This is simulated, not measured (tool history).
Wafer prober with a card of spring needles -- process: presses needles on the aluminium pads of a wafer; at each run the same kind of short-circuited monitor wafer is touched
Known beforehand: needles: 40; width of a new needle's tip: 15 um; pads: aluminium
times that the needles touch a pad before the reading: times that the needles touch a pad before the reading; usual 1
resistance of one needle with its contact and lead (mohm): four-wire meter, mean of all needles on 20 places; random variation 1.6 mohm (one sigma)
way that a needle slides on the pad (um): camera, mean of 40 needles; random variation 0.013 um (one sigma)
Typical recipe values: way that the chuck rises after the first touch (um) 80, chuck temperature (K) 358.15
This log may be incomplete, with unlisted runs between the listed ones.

| run | hour | way that the chuck rises after the first touch (um) | chuck temperature (K) | times that the needles touch a pad before the reading | resistance of one needle with its contact and lead (mohm) | way that a needle slides on the pad (um) |
|---|---|---|---|---|---|---|
| 1 | 0 | 80 | 358.15 | 1 | 209 | 12.07 |
| 2 | 13.3 | 80 | 358.15 | 1 | 218 | 12.05 |
|  | 18.7 | tips cleaned on abrasive film |
| 3 | 26.4 | 80 | 358.15 | 1 | 213 | 12.07 |
| 4 | 38.5 | 80 | 358.15 | 1 | 215 | 12.05 |
|  | 41.3 | tips cleaned on abrasive film |
| 5 | 50.4 | 80 | 358.15 | 1 | 211 | 12.02 |
|  | 54.3 | height of the first contact set anew |
| 6 | 57.7 | 80 | 388.15 | 1 | 222 | 12.29 |
|  | 64.2 | tips cleaned on abrasive film |
| 7 | 67.5 | 80 | 388.15 | 1 | 211 | 12.27 |
| 8 | 74.5 | 80 | 388.15 | 1 | 221 | 12.3 |
|  | 86.2 | tips cleaned on abrasive film |
| 9 | 87.3 | 71 | 323.15 | 1 | 197 | 10.89 |
| 10 | 101.4 | 76 | 300.15 | 2 | 198 | 11.67 |
|  | 108.3 | tips cleaned on abrasive film |
| 11 | 109 | 76 | 300.15 | 2 | 187 | 11.65 |
| 12 | 122.3 | 61 | 300.15 | 2 | 206 | 9.34 |
| 13 | 128.7 | 61 | 300.15 | 2 | 209 | 9.33 |
|  | 130.7 | tips cleaned on abrasive film |
| 14 | 139.9 | 61 | 341.15 | 1 | 220 | 9.34 |

3 options for the next run, each taken on its own from the tool as it stands now. Forecast them:
| A | 152.1 | 73 | 301.15 | 2 | ? | ? |
| B | 152.1 | 61 | 305.15 | 1 | ? | ? |
| C | 152.1 | 61 | 380.15 | 1 | ? | ? |

| run | resistance of one needle with its contact and lead (mohm) | way that a needle slides on the pad (um) |
|---|---|---|
| A | 199 | 11.16 |
| B | 217 | 9.34 |
| C | 233 | 9.34 |
Stripped of hidden state, with their random variation kept, the same runs would have yielded:
| run | resistance of one needle with its contact and lead (mohm) | way that a needle slides on the pad (um) |
|---|---|---|
| A | 184 | 11.2 |
| B | 187 | 9.37 |
| C | 205 | 9.37 |
